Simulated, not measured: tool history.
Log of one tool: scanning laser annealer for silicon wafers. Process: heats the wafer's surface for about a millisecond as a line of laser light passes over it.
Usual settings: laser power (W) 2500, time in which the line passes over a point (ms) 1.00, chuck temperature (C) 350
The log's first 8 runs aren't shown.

run   hour  laser power (W)  time in which the line passes over a point (ms)  chuck temperature (C)  highest temperature of the surface (C)
  9   56.6             2239                                             1.00                    350                                     961
 10   63.8             2239                                             1.00                    350                                     962
 11   72.5             2253                                             1.00                    350                                     965
 12   77.7             2500                                             1.00                    350                                    1041
 13   87.7             2500                                             1.00                    350                                    1041
 14   96.0             2500                                             1.00                    350                                    1037
 15  103.3             2500                                             1.00                    350                                    1037
 16  113.0             2221                                             1.00                    350                                     955
 17  117.2             2387                                             1.16                    322                                    1031
 18  126.7             2387                                             1.16                    322                                    1026
 19  131.0             2481                                             0.85                    322                                     949
 20  138.1             2354                                             1.00                    354                                     999
 21  146.3             2370                                             1.06                    364                                    1031
 22  150.7             2132                                             1.00                    338                                     913
 23  156.4             2263                                             0.89                    345                                     924
 24  162.4             2263                                             0.89                    345                                     920
 25  168.0             2463                                             1.03                    389                                    1071
 26  174.3             2463                                             1.03                    389                                    1073
 27  178.5             2397                                             1.00                    387                                    1038
     184.5  -- window over the wafer cleaned
 28  186.6             2436                                             1.00                    324                                    1013
 29  194.7             2726                                             0.79                    342                                    1033

The next listed run, before its measurement:
 30  200.9             2152                                             0.85                    350                                       ?

Run 30 gave highest temperature of the surface (C) 902.
Without the tool's hidden state the same run would have given highest temperature of the surface (C) 908.
